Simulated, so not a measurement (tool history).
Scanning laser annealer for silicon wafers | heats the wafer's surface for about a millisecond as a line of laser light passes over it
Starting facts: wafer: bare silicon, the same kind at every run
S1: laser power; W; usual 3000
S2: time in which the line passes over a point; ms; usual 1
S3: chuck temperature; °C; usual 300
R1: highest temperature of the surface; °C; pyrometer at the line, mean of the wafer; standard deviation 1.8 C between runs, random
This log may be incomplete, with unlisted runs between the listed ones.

run	hour	S1	S2	S3	R1
1	0	3000	1	300	1019
2	8.3	3000	0.82	300	939
3	15.2	3000	1	261	979
4	26.9	3000	1	261	982
# hour 32.4: optics aligned, line set to its width
5	43.9	3000	1	313	1028
6	53.8	2699	0.76	313	858
7	61.1	2976	0.83	282	916
8	72.9	2976	0.83	282	919
9	79.4	3193	0.83	336	1017

What does the tool deliver on the next run?
# hour 87.8: optics aligned, line set to its width, once more
10	95.1	3031	0.99	285	?

R1: 1013 °C
Had the tool carried no hidden state, the very same run would have given R1 1032 °C.

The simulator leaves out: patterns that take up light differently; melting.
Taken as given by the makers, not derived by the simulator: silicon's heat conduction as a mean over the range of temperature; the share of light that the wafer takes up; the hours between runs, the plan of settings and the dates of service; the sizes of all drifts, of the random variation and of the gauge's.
